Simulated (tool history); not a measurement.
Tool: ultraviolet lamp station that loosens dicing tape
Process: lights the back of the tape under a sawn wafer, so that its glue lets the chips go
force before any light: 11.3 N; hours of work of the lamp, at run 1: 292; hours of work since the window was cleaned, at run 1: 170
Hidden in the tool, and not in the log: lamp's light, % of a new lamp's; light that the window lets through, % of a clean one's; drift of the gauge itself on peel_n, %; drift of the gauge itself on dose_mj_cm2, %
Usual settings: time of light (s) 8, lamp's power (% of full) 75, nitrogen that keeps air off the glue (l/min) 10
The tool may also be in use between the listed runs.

run   hour  time of light (s)  lamp's power (% of full)  nitrogen that keeps air off the glue (l/min)  hours of work of the lamp  hours of work since the window was cleaned  force that peels the tape off (N)  light that reached the tape (mJ/cm2)
  1    0.0                  8                        75                                            10                        292                                         170                              0.507                                   247
  2   15.4                  8                        75                                            10                        303                                         181                              0.508                                   244
  3   27.3                  8                        75                                             5                        312                                         190                              0.778                                   247
  4   35.6                  8                        75                                            10                        318                                         196                              0.522                                   238
  5   50.1                  8                        75                                            10                        328                                         206                              0.533                                   243
  6   63.3                  8                        75                                            10                        337                                         215                              0.535                                   239
  7   73.2                  8                        75                                            10                        344                                         222                              0.528                                   243
  8   85.1                  8                        75                                            10                        353                                         231                              0.559                                   237
  9   98.3                  8                        75                                            10                        362                                         240                              0.557                                   236
 10  108.1                  8                        75                                            10                        369                                         247                              0.524                                   236
 11  123.7                  8                        75                                            10                        380                                         258                              0.564                                   234
 12  131.7                  6                        75                                            10                        386                                         264                              1.005                                   174
 13  138.9                  6                        81                                            10                        391                                         269                              0.875                                   188
     155.1  -- window cleaned of glue's vapour
 14  156.0                  8                        75                                            10                        403                                           1                              0.521                                   247
 15  163.2                  8                        75                                             9                        408                                           6                              0.538                                   246
 16  176.4                  7                        75                                             9                        417                                          15                              0.728                                   209
 17  190.7                  7                        70                                             4                        428                                          25                              1.389                                   196
 18  198.3                  7                        70                                             4                        433                                          31                              1.459                                   193
 19  207.8                 10                        70                                             9                        440                                          37                              0.404                                   278
 20  224.2                 13                        80                                             9                        451                                          49                              0.256                                   417
 21  232.9                  8                        65                                            15                        458                                          55                              0.581                                   206
 22  240.5                  8                        65                                            15                        463                                          61                              0.576                                   206
 23  250.0                  8                        65                                            15                        470                                          67                              0.577                                   202
 24  256.7                  8                        65                                            15                        474                                          72                              0.602                                   203
 25  266.5                  5                        75                                             6                        481                                          79                              1.811                                   145
 26  283.1                  5                        75                                             6                        493                                          91                              1.887                                   145

Forecast run 27:
 27  290.4                  6                        93                                            10                        498                                          96                                  ?                                     ?

{"run 27": {"force that peels the tape off (N)": 0.68, "light that reached the tape (mJ/cm2)": 216}}
Without the tool's hidden state the same run would have given force that peels the tape off (N) 0.442, light that reached the tape (mJ/cm2) 267.

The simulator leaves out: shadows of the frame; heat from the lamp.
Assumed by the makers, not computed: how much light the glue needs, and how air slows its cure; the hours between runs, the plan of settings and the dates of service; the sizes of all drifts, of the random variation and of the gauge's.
